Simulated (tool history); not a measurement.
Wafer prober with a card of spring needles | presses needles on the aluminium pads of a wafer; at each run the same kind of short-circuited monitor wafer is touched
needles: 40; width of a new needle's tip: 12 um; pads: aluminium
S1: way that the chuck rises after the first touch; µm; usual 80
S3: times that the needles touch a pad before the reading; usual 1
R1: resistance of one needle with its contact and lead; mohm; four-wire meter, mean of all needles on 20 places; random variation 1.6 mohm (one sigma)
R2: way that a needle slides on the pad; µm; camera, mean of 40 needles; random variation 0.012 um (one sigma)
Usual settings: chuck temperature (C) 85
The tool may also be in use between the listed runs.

Run 1, day 0: usual settings. Result: R1 174 mohm, R2 17.66 µm.
At day 0.4: tips cleaned on abrasive film.
At day 0.8: tips cleaned on abrasive film.
At day 1.108: height of the first contact set anew.
At day 1.212: tips cleaned on abrasive film.
Run 2, day 1.371: usual settings. Result: R1 198 mohm, R2 17.8 µm.
At day 1.675: tips cleaned on abrasive film.
At day 2.071: tips cleaned on abrasive film.
At day 2.571: tips cleaned on abrasive film.
At day 2.971: tips cleaned on abrasive film.
At day 3.412: tips cleaned on abrasive film.
Run 3, day 3.412: usual settings. Result: R1 164 mohm, R2 17.73 µm.
At day 3.812: tips cleaned on abrasive film.
At day 4.308: tips cleaned on abrasive film.
At day 4.808: tips cleaned on abrasive film.
At day 5.308: tips cleaned on abrasive film.
Run 4, day 5.546: usual settings but S1 71 µm. Result: R1 226 mohm, R2 15.69 µm.
At day 5.75: tips cleaned on abrasive film.
At day 6.15: tips cleaned on abrasive film.
At day 6.646: tips cleaned on abrasive film.
At day 6.658: height of the first contact set anew.
At day 7.158: tips cleaned on abrasive film.
At day 7.558: tips cleaned on abrasive film.
Run 5, day 7.912: usual settings but S1 71 µm. Result: R1 242 mohm, R2 15.79 µm.
At day 8.017: tips cleaned on abrasive film.
At day 8.512: tips cleaned on abrasive film.
At day 9.012: tips cleaned on abrasive film.
At day 9.45: tips cleaned on abrasive film.
Run 6, day 9.45: usual settings but S1 71 µm. Result: R1 164 mohm, R2 15.73 µm.
At day 9.95: tips cleaned on abrasive film.
At day 10.45: tips cleaned on abrasive film.
At day 10.946: tips cleaned on abrasive film.
At day 11.446: tips cleaned on abrasive film.
At day 11.846: tips cleaned on abrasive film.
At day 12.154: height of the first contact set anew.
Run 7, day 12.229: usual settings. Result: R1 232 mohm, R2 17.81 µm.
At day 12.329: tips cleaned on abrasive film.
At day 12.829: tips cleaned on abrasive film.
At day 13.229: tips cleaned on abrasive film.
At day 13.725: tips cleaned on abrasive film.
At day 14.225: tips cleaned on abrasive film.
At day 14.7: tips cleaned on abrasive film.
Run 8, day 14.7: usual settings. Result: R1 162 mohm, R2 17.73 µm.
At day 15.1: tips cleaned on abrasive film.
At day 15.6: tips cleaned on abrasive film.
At day 16.096: tips cleaned on abrasive film.
Run 9, day 16.262: usual settings. Result: R1 196 mohm, R2 17.72 µm.
At day 16.562: tips cleaned on abrasive film.
At day 16.962: tips cleaned on abrasive film.
At day 17.458: tips cleaned on abrasive film.
At day 17.671: height of the first contact set anew.
At day 17.871: tips cleaned on abrasive film.
Run 10, day 18.046: usual settings. Result: R1 198 mohm, R2 17.8 µm.
At day 18.346: tips cleaned on abrasive film.
At day 18.842: tips cleaned on abrasive film.
At day 19.342: tips cleaned on abrasive film.
Run 11, day 19.688: usual settings. Result: R1 223 mohm, R2 17.77 µm.
At day 19.792: tips cleaned on abrasive film.
At day 20.288: tips cleaned on abrasive film.
At day 20.688: tips cleaned on abrasive film.
At day 21.088: tips cleaned on abrasive film.
At day 21.588: tips cleaned on abrasive film.
At day 21.988: tips cleaned on abrasive film.
Run 12, day 22.308: usual settings. Result: R1 227 mohm, R2 17.7 µm.
At day 22.412: tips cleaned on abrasive film.
At day 22.812: tips cleaned on abrasive film.
At day 23.221: height of the first contact set anew.
At day 23.325: tips cleaned on abrasive film.
At day 23.821: tips cleaned on abrasive film.
At day 24.221: tips cleaned on abrasive film.
Run 13, day 24.388: usual settings but S1 69 µm, chuck temperature (C) 66, S3 2. Result: R1 190 mohm, R2 15.32 µm.
At day 24.688: tips cleaned on abrasive film.
At day 25.188: tips cleaned on abrasive film.
At day 25.588: tips cleaned on abrasive film.
At day 26.088: tips cleaned on abrasive film.
At day 26.483: tips cleaned on abrasive film.
Run 14, day 26.604: usual settings but chuck temperature (C) 59, S3 3. Result: R1 169 mohm, R2 17.73 µm.
At day 26.904: tips cleaned on abrasive film.
At day 27.404: tips cleaned on abrasive film.
At day 27.904: tips cleaned on abrasive film.
At day 28.3: tips cleaned on abrasive film.
Run 15, day 28.467: usual settings but S1 78 µm, chuck temperature (C) 92. Result: R1 207 mohm, R2 17.2 µm.
At day 28.767: tips cleaned on abrasive film.
At day 28.779: height of the first contact set anew.
At day 29.179: tips cleaned on abrasive film.
At day 29.675: tips cleaned on abrasive film.
At day 30.175: tips cleaned on abrasive film.
At day 30.675: tips cleaned on abrasive film.
At day 31.071: tips cleaned on abrasive film.
Run 16, day 31.421: usual settings but S1 78 µm, chuck temperature (C) 92. Result: R1 226 mohm, R2 17.3 µm.
At day 31.525: tips cleaned on abrasive film.
At day 32.025: tips cleaned on abrasive film.
At day 32.521: tips cleaned on abrasive film.
At day 32.921: tips cleaned on abrasive film.
Run 17, day 33.25: usual settings but S1 78 µm, chuck temperature (C) 103. Result: R1 237 mohm, R2 17.27 µm.
At day 33.354: tips cleaned on abrasive film.
At day 33.754: tips cleaned on abrasive film.
At day 34.254: tips cleaned on abrasive film.
At day 34.362: height of the first contact set anew.
At day 34.667: tips cleaned on abrasive film.
At day 35.162: tips cleaned on abrasive film.
Run 18, day 35.162: usual settings but S1 86 µm, S3 3. Result: R1 156 mohm, R2 19.13 µm.
At day 35.562: tips cleaned on abrasive film.
At day 36.062: tips cleaned on abrasive film.
At day 36.558: tips cleaned on abrasive film.
At day 37.058: tips cleaned on abrasive film.
Run 19, day 37.112: usual settings but S1 86 µm, S3 3. Result: R1 168 mohm, R2 19.07 µm.
At day 37.508: tips cleaned on abrasive film.
At day 37.908: tips cleaned on abrasive film.
At day 38.408: tips cleaned on abrasive film.
At day 38.808: tips cleaned on abrasive film.
Run 20, day 38.929: usual settings but S1 72 µm, chuck temperature (C) 67, S3 3. Result: R1 173 mohm, R2 15.91 µm.
At day 39.229: tips cleaned on abrasive film.
At day 39.629: tips cleaned on abrasive film.
At day 39.938: height of the first contact set anew.
At day 40.138: tips cleaned on abrasive film.
At day 40.638: tips cleaned on abrasive film.
At day 41.038: tips cleaned on abrasive film.
Run 21, day 41.142: usual settings but S1 72 µm, chuck temperature (C) 67, S3 3. Result: R1 169 mohm, R2 15.99 µm.
At day 41.442: tips cleaned on abrasive film.
At day 41.842: tips cleaned on abrasive film.
At day 42.342: tips cleaned on abrasive film.
Run 22, day 42.562: usual settings but S1 72 µm, chuck temperature (C) 67, S3 3. Result: R1 177 mohm, R2 15.97 µm.
At day 42.767: tips cleaned on abrasive film.
At day 43.167: tips cleaned on abrasive film.
At day 43.662: tips cleaned on abrasive film.
At day 44.062: tips cleaned on abrasive film.
At day 44.462: tips cleaned on abrasive film.
Run 23, day 44.7: usual settings but S1 72 µm, chuck temperature (C) 67, S3 3. Result: R1 183 mohm, R2 15.91 µm.
At day 44.904: tips cleaned on abrasive film.
At day 45.304: tips cleaned on abrasive film.
At day 45.512: height of the first contact set anew.
At day 45.717: tips cleaned on abrasive film.
Run 24, day 45.992: usual settings but S1 72 µm, chuck temperature (C) 67, S3 3. Result: R1 187 mohm, R2 16.03 µm.

3 ways to go on from here, each from the tool as it stands after run 24. What would each give?
At day 46.192: tips cleaned on abrasive film.
At day 46.692: tips cleaned on abrasive film.
At day 47.088: tips cleaned on abrasive film.
At day 47.588: tips cleaned on abrasive film.
At day 48.088: tips cleaned on abrasive film.
Run A, day 48.229: usual settings but S1 63 µm. Result: R1 ?, R2 ?.
At day 46.192: tips cleaned on abrasive film.
At day 46.692: tips cleaned on abrasive film.
At day 47.088: tips cleaned on abrasive film.
At day 47.588: tips cleaned on abrasive film.
At day 48.088: tips cleaned on abrasive film.
Run B, day 48.229: usual settings but S1 99 µm, S3 2. Result: R1 ?, R2 ?.
At day 46.192: tips cleaned on abrasive film.
At day 46.692: tips cleaned on abrasive film.
At day 47.088: tips cleaned on abrasive film.
At day 47.588: tips cleaned on abrasive film.
At day 48.088: tips cleaned on abrasive film.
Run C, day 48.229: usual settings but S1 72 µm, chuck temperature (C) 42. Result: R1 ?, R2 ?.

run   R1     R2
  A  222  13.97
  B  173  21.96
  C  202  15.96
Without the tool's hidden state the same runs would have given:
run   R1     R2
  A  162  14.04
  B  157  22.03
  C  151  16.03
